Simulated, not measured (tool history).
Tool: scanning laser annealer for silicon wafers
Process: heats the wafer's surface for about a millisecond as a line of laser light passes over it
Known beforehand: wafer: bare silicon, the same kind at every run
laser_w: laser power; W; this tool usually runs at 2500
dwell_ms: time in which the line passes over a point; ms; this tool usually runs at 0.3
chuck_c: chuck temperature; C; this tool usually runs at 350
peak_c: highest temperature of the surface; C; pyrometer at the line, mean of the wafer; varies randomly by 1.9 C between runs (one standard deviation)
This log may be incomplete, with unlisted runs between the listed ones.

Run 1, day 0: usual settings. Result: peak_c 1163 C.
Run 2, day 0.333: usual settings. Result: peak_c 1161 C.
Run 3, day 0.842: usual settings. Result: peak_c 1159 C.
Run 4, day 1.412: usual settings. Result: peak_c 1161 C.
Run 5, day 1.712: usual settings but chuck_c 331 C. Result: peak_c 1141 C.
Run 6, day 2.379: usual settings but laser_w 2635 W. Result: peak_c 1220 C.
Run 7, day 3.029: usual settings but laser_w 2635 W. Result: peak_c 1214 C.
Run 8, day 3.45: usual settings but laser_w 2635 W. Result: peak_c 1214 C.
Run 9, day 4.146: usual settings but chuck_c 352 C. Result: peak_c 1158 C.
Run 10, day 4.55: usual settings but chuck_c 352 C. Result: peak_c 1158 C.
Run 11, day 5.012: usual settings but dwell_ms 0.34 ms, chuck_c 352 C. Result: peak_c 1218 C.
Run 12, day 5.496: usual settings but dwell_ms 0.34 ms, chuck_c 352 C. Result: peak_c 1218 C.
At day 5.758: optics aligned, line set to its width.
Run 13, day 6.075: usual settings but dwell_ms 0.302 ms, chuck_c 352 C. Result: peak_c 1155 C.
Run 14, day 6.704: usual settings but dwell_ms 0.302 ms, chuck_c 352 C. Result: peak_c 1154 C.
Run 15, day 7.188: usual settings but dwell_ms 0.302 ms, chuck_c 352 C. Result: peak_c 1153 C.
Run 16, day 7.588: usual settings but dwell_ms 0.302 ms, chuck_c 352 C. Result: peak_c 1154 C.
Run 17, day 7.917: usual settings but laser_w 2713 W, dwell_ms 0.298 ms, chuck_c 331 C. Result: peak_c 1219 C.
At day 8.304: optics aligned, line set to its width, once more.
Run 18, day 8.533: usual settings but laser_w 2480 W, dwell_ms 0.231 ms, chuck_c 314 C. Result: peak_c 1000 C.
Run 19, day 9.004: usual settings but laser_w 2591 W, chuck_c 369 C. Result: peak_c 1219 C.
Run 20, day 9.412: usual settings but laser_w 2693 W, dwell_ms 0.347 ms, chuck_c 345 C. Result: peak_c 1316 C.
Run 21, day 9.971: usual settings but laser_w 2582 W, dwell_ms 0.337 ms. Result: peak_c 1254 C.
Run 22, day 10.479: usual settings but chuck_c 356 C. Result: peak_c 1164 C.
Run 23, day 10.804: usual settings but laser_w 2299 W, chuck_c 355 C. Result: peak_c 1081 C.
Run 24, day 11.442: usual settings but laser_w 2299 W, chuck_c 355 C. Result: peak_c 1079 C.
Run 25, day 12.1: usual settings but laser_w 2614 W, chuck_c 352 C. Result: peak_c 1205 C.
Run 26, day 12.429: usual settings but laser_w 2260 W, chuck_c 348 C. Result: peak_c 1056 C.
Run 27, day 13.121: usual settings but chuck_c 386 C. Result: peak_c 1190 C.
Run 28, day 13.617: usual settings but chuck_c 314 C. Result: peak_c 1118 C.
Run 29, day 14.1: usual settings but chuck_c 314 C. Result: peak_c 1116 C.
Run 30, day 14.817: usual settings but laser_w 2464 W, dwell_ms 0.214 ms, chuck_c 314 C. Result: peak_c 957 C.

For some of the steps in peak_c from one run to the next: how much would appear even if the tool had no hidden state, given the settings, what came in and random variation, and how much remains for the hidden state plus any gauge scatter that the measured result and the result without hidden state don't share?
Hidden state at play: light that passes the window, % of a clean one's; laser's true power over the reading, %; width of the line over the set one, %; drift of the gauge itself on peak_c, C.
Run 17 -> 18: laser_w 2713 -> 2480, dwell_ms 0.298 -> 0.231, chuck_c 331 -> 314, optics aligned, line set to its width, once more. peak_c -219 C: hidden state +16, all else -235.
Run 18 -> 19: laser_w 2480 -> 2591, dwell_ms 0.231 -> 0.3, chuck_c 314 -> 369. peak_c +219 C: hidden state -3, all else +222.
Run 24 -> 25: laser_w 2299 -> 2614, chuck_c 355 -> 352. peak_c +126 C: hidden state -5, all else +131.
Run 25 -> 26: laser_w 2614 -> 2260, chuck_c 352 -> 348. peak_c -149 C: hidden state +4, all else -153.
Run 29 -> 30: laser_w 2500 -> 2464, dwell_ms 0.3 -> 0.214. peak_c -159 C: hidden state +3, all else -162.
